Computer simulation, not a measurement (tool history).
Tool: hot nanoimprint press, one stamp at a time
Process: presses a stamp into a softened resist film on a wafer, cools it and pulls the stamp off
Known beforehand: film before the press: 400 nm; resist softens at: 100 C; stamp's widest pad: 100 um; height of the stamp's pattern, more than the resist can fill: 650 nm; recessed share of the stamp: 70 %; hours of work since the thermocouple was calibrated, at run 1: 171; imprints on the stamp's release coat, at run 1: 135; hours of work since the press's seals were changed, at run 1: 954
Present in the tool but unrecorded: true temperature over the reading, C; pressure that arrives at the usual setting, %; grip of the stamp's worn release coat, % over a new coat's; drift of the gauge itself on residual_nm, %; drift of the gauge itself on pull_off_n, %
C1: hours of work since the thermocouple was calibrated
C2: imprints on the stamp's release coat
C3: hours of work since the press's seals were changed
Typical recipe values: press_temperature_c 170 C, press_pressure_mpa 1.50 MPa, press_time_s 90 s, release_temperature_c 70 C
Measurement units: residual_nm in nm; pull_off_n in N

{"run": 1, "hour": 0.0, "press_temperature_c": 170, "press_pressure_mpa": 1.5, "press_time_s": 90, "release_temperature_c": 70, "C1": 171, "C2": 135, "C3": 954, "residual_nm": 223.1, "pull_off_n": 107}
{"run": 2, "hour": 45.1, "press_temperature_c": 170, "press_pressure_mpa": 1.5, "press_time_s": 90, "release_temperature_c": 70, "C1": 192, "C2": 221, "C3": 974, "residual_nm": 223.1, "pull_off_n": 110}
{"run": 3, "hour": 83.4, "press_temperature_c": 170, "press_pressure_mpa": 1.5, "press_time_s": 90, "release_temperature_c": 73, "C1": 209, "C2": 294, "C3": 992, "residual_nm": 222.2, "pull_off_n": 101}
{"hour": 114.8, "done": "press's hydraulic seals changed and the load cell set to zero"}
{"run": 4, "hour": 143.6, "press_temperature_c": 170, "press_pressure_mpa": 1.5, "press_time_s": 90, "release_temperature_c": 61, "C1": 232, "C2": 394, "C3": 13, "residual_nm": 218.0, "pull_off_n": 144}
{"run": 5, "hour": 185.3, "press_temperature_c": 170, "press_pressure_mpa": 1.5, "press_time_s": 90, "release_temperature_c": 70, "C1": 251, "C2": 473, "C3": 32, "residual_nm": 220.2, "pull_off_n": 115}
{"run": 6, "hour": 223.2, "press_temperature_c": 170, "press_pressure_mpa": 1.5, "press_time_s": 90, "release_temperature_c": 70, "C1": 268, "C2": 545, "C3": 49, "residual_nm": 222.5, "pull_off_n": 117}
{"run": 7, "hour": 266.6, "press_temperature_c": 170, "press_pressure_mpa": 1.5, "press_time_s": 90, "release_temperature_c": 70, "C1": 287, "C2": 628, "C3": 68, "residual_nm": 220.2, "pull_off_n": 123}
{"run": 8, "hour": 321.5, "press_temperature_c": 170, "press_pressure_mpa": 1.5, "press_time_s": 90, "release_temperature_c": 70, "C1": 312, "C2": 733, "C3": 93, "residual_nm": 221.6, "pull_off_n": 127}
{"run": 9, "hour": 346.9, "press_temperature_c": 181, "press_pressure_mpa": 1.5, "press_time_s": 90, "release_temperature_c": 70, "C1": 323, "C2": 781, "C3": 104, "residual_nm": 153.2, "pull_off_n": 131}
{"run": 10, "hour": 403.3, "press_temperature_c": 181, "press_pressure_mpa": 1.5, "press_time_s": 90, "release_temperature_c": 70, "C1": 349, "C2": 889, "C3": 129, "residual_nm": 154.0, "pull_off_n": 136}
{"run": 11, "hour": 447.5, "press_temperature_c": 181, "press_pressure_mpa": 2.14, "press_time_s": 90, "release_temperature_c": 70, "C1": 368, "C2": 973, "C3": 149, "residual_nm": 134.4, "pull_off_n": 138}
{"run": 12, "hour": 481.9, "press_temperature_c": 170, "press_pressure_mpa": 1.5, "press_time_s": 90, "release_temperature_c": 70, "C1": 384, "C2": 1038, "C3": 165, "residual_nm": 223.0, "pull_off_n": 139}
{"run": 13, "hour": 510.6, "press_temperature_c": 170, "press_pressure_mpa": 1.5, "press_time_s": 90, "release_temperature_c": 70, "C1": 397, "C2": 1093, "C3": 177, "residual_nm": 223.7, "pull_off_n": 138}
{"run": 14, "hour": 534.4, "press_temperature_c": 170, "press_pressure_mpa": 1.5, "press_time_s": 90, "release_temperature_c": 70, "C1": 407, "C2": 1138, "C3": 188, "residual_nm": 226.6, "pull_off_n": 144}
{"run": 15, "hour": 568.8, "press_temperature_c": 170, "press_pressure_mpa": 1.5, "press_time_s": 90, "release_temperature_c": 70, "C1": 423, "C2": 1204, "C3": 204, "residual_nm": 224.7, "pull_off_n": 146}
{"hour": 589.2, "done": "plate thermocouple calibrated"}
{"run": 16, "hour": 616.9, "press_temperature_c": 178, "press_pressure_mpa": 0.96, "press_time_s": 90, "release_temperature_c": 70, "C1": 12, "C2": 1290, "C3": 224, "residual_nm": 198.5, "pull_off_n": 143}
{"hour": 648.7, "done": "stamp cleaned and given a new release coat"}
{"run": 17, "hour": 658.3, "press_temperature_c": 170, "press_pressure_mpa": 1.04, "press_time_s": 90, "release_temperature_c": 72, "C1": 28, "C2": 18, "C3": 240, "residual_nm": 246.3, "pull_off_n": 99}
{"run": 18, "hour": 681.7, "press_temperature_c": 181, "press_pressure_mpa": 1.11, "press_time_s": 136, "release_temperature_c": 74, "C1": 39, "C2": 63, "C3": 250, "residual_nm": 143.5, "pull_off_n": 88}
{"run": 19, "hour": 721.6, "press_temperature_c": 171, "press_pressure_mpa": 1.68, "press_time_s": 136, "release_temperature_c": 74, "C1": 57, "C2": 139, "C3": 268, "residual_nm": 173.5, "pull_off_n": 95}
{"run": 20, "hour": 769.0, "press_temperature_c": 171, "press_pressure_mpa": 1.68, "press_time_s": 74, "release_temperature_c": 73, "C1": 78, "C2": 229, "C3": 289, "residual_nm": 217.7, "pull_off_n": 98}
{"run": 21, "hour": 807.0, "press_temperature_c": 171, "press_pressure_mpa": 1.68, "press_time_s": 74, "release_temperature_c": 73, "C1": 95, "C2": 302, "C3": 306, "residual_nm": 218.0, "pull_off_n": 98}
{"run": 22, "hour": 831.6, "press_temperature_c": 161, "press_pressure_mpa": 1.68, "press_time_s": 74, "release_temperature_c": 73, "C1": 106, "C2": 349, "C3": 317, "residual_nm": 293.2, "pull_off_n": 99}
{"run": 23, "hour": 861.7, "press_temperature_c": 161, "press_pressure_mpa": 1.68, "press_time_s": 74, "release_temperature_c": 73, "C1": 119, "C2": 406, "C3": 331, "residual_nm": 292.0, "pull_off_n": 106}
{"run": 24, "hour": 917.0, "press_temperature_c": 170, "press_pressure_mpa": 1.5, "press_time_s": 90, "release_temperature_c": 55, "C1": 144, "C2": 512, "C3": 356, "residual_nm": 220.5, "pull_off_n": 164}
{"run": 25, "hour": 965.7, "press_temperature_c": 171, "press_pressure_mpa": 1.26, "press_time_s": 110, "release_temperature_c": 71, "C1": 166, "C2": 604, "C3": 377, "residual_nm": 211.1, "pull_off_n": 121}
{"run": 26, "hour": 1016.3, "press_temperature_c": 170, "press_pressure_mpa": 1.5, "press_time_s": 90, "release_temperature_c": 67, "C1": 189, "C2": 701, "C3": 400, "residual_nm": 220.8, "pull_off_n": 132}
{"run": 27, "hour": 1073.0, "press_temperature_c": 170, "press_pressure_mpa": 1.5, "press_time_s": 90, "release_temperature_c": 67, "C1": 214, "C2": 809, "C3": 426, "residual_nm": 221.5, "pull_off_n": 140}
{"run": 28, "hour": 1099.2, "press_temperature_c": 170, "press_pressure_mpa": 1.5, "press_time_s": 90, "release_temperature_c": 67, "C1": 226, "C2": 859, "C3": 437, "residual_nm": 222.0, "pull_off_n": 142}
{"run": 29, "hour": 1135.7, "press_temperature_c": 170, "press_pressure_mpa": 1.33, "press_time_s": 174, "release_temperature_c": 67, "C1": 242, "C2": 928, "C3": 454, "residual_nm": 184.6, "pull_off_n": 141}

Branching from run 29: 5 alternative next runs. What would each branch give?
{"run": "A", "hour": 1169.3, "press_temperature_c": 175, "press_pressure_mpa": 1.29, "press_time_s": 161, "release_temperature_c": 70, "C1": 257, "C2": 992, "C3": 469, "residual_nm": "?", "pull_off_n": "?"}
{"run": "B", "hour": 1169.3, "press_temperature_c": 182, "press_pressure_mpa": 1.23, "press_time_s": 90, "release_temperature_c": 70, "C1": 257, "C2": 992, "C3": 469, "residual_nm": "?", "pull_off_n": "?"}
{"run": "C", "hour": 1169.3, "press_temperature_c": 162, "press_pressure_mpa": 1.33, "press_time_s": 174, "release_temperature_c": 67, "C1": 257, "C2": 992, "C3": 469, "residual_nm": "?", "pull_off_n": "?"}
{"run": "D", "hour": 1169.3, "press_temperature_c": 177, "press_pressure_mpa": 1.5, "press_time_s": 90, "release_temperature_c": 56, "C1": 257, "C2": 992, "C3": 469, "residual_nm": "?", "pull_off_n": "?"}
{"run": "E", "hour": 1169.3, "press_temperature_c": 170, "press_pressure_mpa": 1.04, "press_time_s": 90, "release_temperature_c": 70, "C1": 257, "C2": 992, "C3": 469, "residual_nm": "?", "pull_off_n": "?"}

run=A residual_nm=161.4 pull_off_n=134
run=B residual_nm=162.6 pull_off_n=132
run=C residual_nm=240.9 pull_off_n=150
run=D residual_nm=178.6 pull_off_n=191
run=E residual_nm=250.7 pull_off_n=133
Without the tool's unlogged condition, the same runs would have read:
run=A residual_nm=154.5 pull_off_n=100
run=B residual_nm=156.3 pull_off_n=97
run=C residual_nm=231.9 pull_off_n=112
run=D residual_nm=171.0 pull_off_n=142
run=E residual_nm=243.0 pull_off_n=98
